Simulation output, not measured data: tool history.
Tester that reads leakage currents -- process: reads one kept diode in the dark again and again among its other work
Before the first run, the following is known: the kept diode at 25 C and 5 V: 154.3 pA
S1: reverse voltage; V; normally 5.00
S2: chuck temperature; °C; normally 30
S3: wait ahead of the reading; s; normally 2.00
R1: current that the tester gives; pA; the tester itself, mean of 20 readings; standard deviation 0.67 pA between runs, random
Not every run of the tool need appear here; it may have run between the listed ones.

run	day	S1	S2	S3	R1
1	0.000	5.00	30	2.00	252.77
2	6.738	3.99	30	2.00	233.74
3	10.500	5.00	59	2.00	1583.91
4	15.983	5.00	51	2.00	991.83
5	20.058	5.00	51	2.00	998.33
6	23.579	5.00	51	2.00	996.26
7	28.738	1.12	30	2.00	151.17
8	33.717	16.61	30	2.00	417.83
9	38.083	1.49	30	2.00	180.93
10	44.658	1.49	30	2.00	181.85
11	49.429	1.49	30	2.00	182.09
12	55.692	5.00	30	2.00	289.59
13	59.258	5.00	28	2.00	253.31
14	66.342	5.00	28	2.00	242.54
15	74.538	5.00	30	0.45	283.28
16	80.250	5.00	30	2.00	224.80
17	88.308	5.00	32	2.00	259.26
18	96.188	5.00	30	2.00	227.70
19	100.704	5.00	36	2.00	345.28
20	104.888	12.22	34	0.37	426.94
21	110.400	2.61	27	0.37	150.28
22	117.262	2.61	27	0.37	152.01
23	121.988	2.61	29	0.37	174.76
24	125.838	5.00	28	0.45	206.76
25	130.817	5.00	56	1.25	1262.82
26	136.408	1.74	28	0.82	141.74
27	144.429	5.49	28	0.30	221.11
28	149.733	15.74	59	0.62	2298.23
29	158.225	15.74	59	0.62	2307.64
30	161.962	15.74	54	0.62	1724.87
31	169.696	15.74	54	0.62	1739.24
32	175.004	1.29	33	2.20	186.97
33	180.008	1.09	30	0.64	143.94
34	186.925	15.44	30	2.00	382.48
35	190.733	15.44	30	2.00	385.85
36	197.638	9.68	39	0.41	593.48
37	203.662	6.04	44	1.35	687.78
38	211.258	6.04	44	1.35	691.69

Not shown: 4 entries that the log had between the listed runs. Between which runs, and how does the tool's hidden state differ before and after?
From run 8 to run 9: chuck's temperature calibrated (day 34.325)
  stray current of the dirty probe card, pA a volt: 2.067 -> 2.108; current scale over the true one, %: 1.49 -> 1.54; true chuck temperature over the reading, C: 1.6 -> 2.74
  difference, measured minus the result without the unlogged condition, R1: +79.92 -> +36.36 pA
From run 13 to run 14: probe card cleaned and baked (day 63.996)
  stray current of the dirty probe card, pA a volt: 2.302 -> 0.053; current scale over the true one, %: 1.78 -> 1.86; true chuck temperature over the reading, C: 2.96 -> 3.04
  difference, measured minus the result without the unlogged condition, R1: +60.68 -> +50.50 pA
From run 15 to run 16: chuck's temperature calibrated, once more (day 75.321); tester calibrated (day 79.838)
  stray current of the dirty probe card, pA a volt: 0.128 -> 0.172; current scale over the true one, %: 1.96 -> -0.04; true chuck temperature over the reading, C: 3.12 -> 0.1
  difference, measured minus the result without the unlogged condition, R1: +59.65 -> +2.31 pA
